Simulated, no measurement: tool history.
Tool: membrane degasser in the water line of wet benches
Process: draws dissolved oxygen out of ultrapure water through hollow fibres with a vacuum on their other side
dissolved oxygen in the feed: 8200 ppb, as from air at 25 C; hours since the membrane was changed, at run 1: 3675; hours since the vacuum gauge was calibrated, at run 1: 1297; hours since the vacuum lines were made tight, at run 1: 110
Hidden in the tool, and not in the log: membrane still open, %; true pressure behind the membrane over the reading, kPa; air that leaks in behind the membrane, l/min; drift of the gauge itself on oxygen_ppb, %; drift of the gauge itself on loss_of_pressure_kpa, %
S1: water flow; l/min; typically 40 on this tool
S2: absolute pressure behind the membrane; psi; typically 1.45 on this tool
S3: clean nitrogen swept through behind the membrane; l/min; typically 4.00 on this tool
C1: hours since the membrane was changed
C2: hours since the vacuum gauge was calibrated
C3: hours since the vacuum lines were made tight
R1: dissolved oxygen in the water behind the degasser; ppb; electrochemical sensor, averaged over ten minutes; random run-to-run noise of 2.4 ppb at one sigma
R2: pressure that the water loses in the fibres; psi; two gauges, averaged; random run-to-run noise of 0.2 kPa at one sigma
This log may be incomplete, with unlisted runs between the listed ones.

run    hour  S1    S2    S3    C1    C2    C3     R1     R2
  1     0.0  40  1.45  4.00  3675  1297   110  240.1  6.647
  2    47.2  40  1.45  4.00  3722  1344   157  235.0  6.686
  3   119.3  40  1.45  4.00  3795  1416   229  240.9  6.611
  4   193.6  31  1.45  4.00  3869  1491   304  175.0  5.129
  5   255.9  31  1.45  4.00  3931  1553   366  175.7  5.133
  6   311.7  31  1.45  4.00  3987  1609   422  175.0  5.140
  7   352.9  31  1.45  4.00  4028  1650   463  172.5  5.105
  8   397.9  40  1.45  4.79  4073  1695   508  215.8  6.640
  9   473.1  40  1.45  4.79  4148  1770   583  215.2  6.612
 10   559.6  40  1.45  4.00  4235  1857   670  239.1  6.628
 11   646.6  40  1.45  4.00  4322  1944   757  235.9  6.622
 12   703.7  40  1.45  4.00  4379  2001   814  235.3  6.631
 13   791.1  40  1.45  4.00  4466  2088   901  237.7  6.693
 14   839.1  55  1.45  3.01  4514  2136   949  409.6  9.082
 15   913.9  55  1.45  3.01  4589  2211  1024  405.1  9.121
 16   964.7  55  0.87  4.79  4640  2262  1075  218.2  9.134
 17  1057.8  55  0.87  4.79  4733  2355  1168  220.6  9.123
 18  1123.5  29  2.02  3.73  4799  2421  1233  239.6  4.846
 19  1198.7  40  1.74  2.20  4874  2496  1309  429.8  6.551
 20  1287.6  39  1.32  4.00  4963  2585  1398  208.0  6.450
 21  1373.2  39  1.32  4.00  5048  2670  1483  210.2  6.437
 22  1442.0  58  1.35  9.30  5117  2739  1552  244.5  9.622
 23  1488.7  48  1.45  3.64  5164  2786  1599  309.5  7.987
 24  1556.5  48  1.45  3.64  5232  2854  1666  309.2  8.023

For some of the steps in R1 from one run to the next: how much would appear even if the tool had no hidden state, given the settings, what came in and random variation, and how much remains for the hidden state plus any gauge scatter that the measured result and the result without hidden state don't share?
Run 17 -> 18: S1 55 -> 29, S2 0.87 -> 2.02, S3 4.79 -> 3.73. R1 +19.0 ppb: hidden state -4.5, all else +23.5.
Run 18 -> 19: S1 29 -> 40, S2 2.02 -> 1.74, S3 3.73 -> 2.20. R1 +190.2 ppb: hidden state +2.7, all else +187.5.
Run 19 -> 20: S1 40 -> 39, S2 1.74 -> 1.32, S3 2.20 -> 4.00. R1 -221.8 ppb: hidden state -0.9, all else -220.9.
Run 21 -> 22: S1 39 -> 58, S2 1.32 -> 1.35, S3 4.00 -> 9.30. R1 +34.3 ppb: hidden state +3.1, all else +31.2.

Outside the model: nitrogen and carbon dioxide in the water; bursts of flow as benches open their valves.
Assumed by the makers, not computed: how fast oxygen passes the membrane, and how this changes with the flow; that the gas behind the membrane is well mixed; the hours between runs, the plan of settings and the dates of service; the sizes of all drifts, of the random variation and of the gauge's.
